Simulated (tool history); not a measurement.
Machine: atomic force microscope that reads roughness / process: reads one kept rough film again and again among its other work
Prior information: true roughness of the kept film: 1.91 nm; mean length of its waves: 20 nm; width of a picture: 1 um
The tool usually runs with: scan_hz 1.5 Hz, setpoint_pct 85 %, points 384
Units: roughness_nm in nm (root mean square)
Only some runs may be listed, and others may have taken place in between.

run,hour,scan_hz,setpoint_pct,points,roughness_nm
1,0,1.5,85,384,1.397
2,31.5,1.5,84,384,1.361
3,59.1,0.76,84,384,1.423
4,92.5,0.76,84,384,1.363
# hour 98.5: new tip fitted
5,114.8,3.03,85,384,1.201
6,157.1,3.03,85,384,1.132
# hour 199.1: new tip fitted
7,201.1,3.03,85,384,1.215
8,248.5,3.03,85,786,1.144
9,284.2,3.03,85,786,1.109
# hour 300.5: new tip fitted
10,329.5,1.5,85,448,1.373
11,372.2,1.5,85,448,1.316
12,396.4,1.5,85,384,1.26
# hour 402.3: new tip fitted
13,422.9,1.5,85,384,1.368
14,455.8,1.5,85,384,1.325
15,498.4,1.5,85,384,1.252
# hour 503: new tip fitted
16,531.5,1.5,85,384,1.366
17,575.8,1.5,85,384,1.287
# hour 579.5: height scale calibrated on a step standard
# hour 607.8: new tip fitted
18,608.7,1.5,85,384,1.392
19,643.1,1.5,85,384,1.327
20,670,1.5,85,384,1.289
21,701.5,1.5,86,384,1.238
# hour 709: new tip fitted
22,724.6,1.5,86,384,1.342
# hour 751.8: height scale calibrated on a step standard, once more
23,773.9,1.5,71,384,1.435
# hour 813.2: new tip fitted
24,816.6,1.5,85,384,1.431
25,852,1.5,82,384,1.386
26,894.2,1.5,82,384,1.313
# hour 915.9: new tip fitted
27,919.7,1.5,66,719,1.623
28,947.8,1.5,66,719,1.544
29,983.8,0.98,81,554,1.433
30,1014,0.98,81,554,1.365
# hour 1018.8: new tip fitted
31,1057.5,3.56,58,824,1.487
32,1081.3,3.56,58,824,1.454
# hour 1120.1: new tip fitted
33,1125,2.06,85,841,1.366
34,1146.8,2.57,85,841,1.256
35,1183.2,1.62,86,841,1.324
36,1214.9,1.62,86,841,1.274
# hour 1223.7: new tip fitted
37,1236.9,1.62,68,393,1.547
38,1266.8,2.1,77,393,1.379
39,1298.5,1.5,85,439,1.32
40,1323.5,1,81,439,1.361
# hour 1327.8: new tip fitted
41,1352.1,0.88,65,930,1.609
42,1371.8,1.5,84,384,1.365
43,1392.8,1.5,84,384,1.331
44,1413.8,2.06,84,475,1.233
# hour 1428.4: new tip fitted
45,1447.6,2.06,84,475,1.336
46,1482.5,1.15,84,475,1.406
47,1501.9,1.33,77,263,1.372
48,1522.7,1.61,63,384,1.42
# hour 1529.6: new tip fitted
49,1559.1,1.61,63,384,1.527
50,1587.3,0.69,80,303,1.461
51,1622.9,2.72,85,427,1.127

What if the next run were any one of these 3? Each begins from the tool's condition after run 51:
# hour 1632.1: new tip fitted
A,1650.9,2.72,85,471,?
# hour 1632.1: new tip fitted
B,1650.9,1.85,78,427,?
# hour 1632.1: new tip fitted
C,1650.9,2.95,78,945,?

run,roughness_nm
A,1.247
B,1.415
C,1.334
The same runs, with their run-to-run variation unchanged, on a tool lacking any hidden condition would have given:
run,roughness_nm
A,1.294
B,1.469
C,1.384
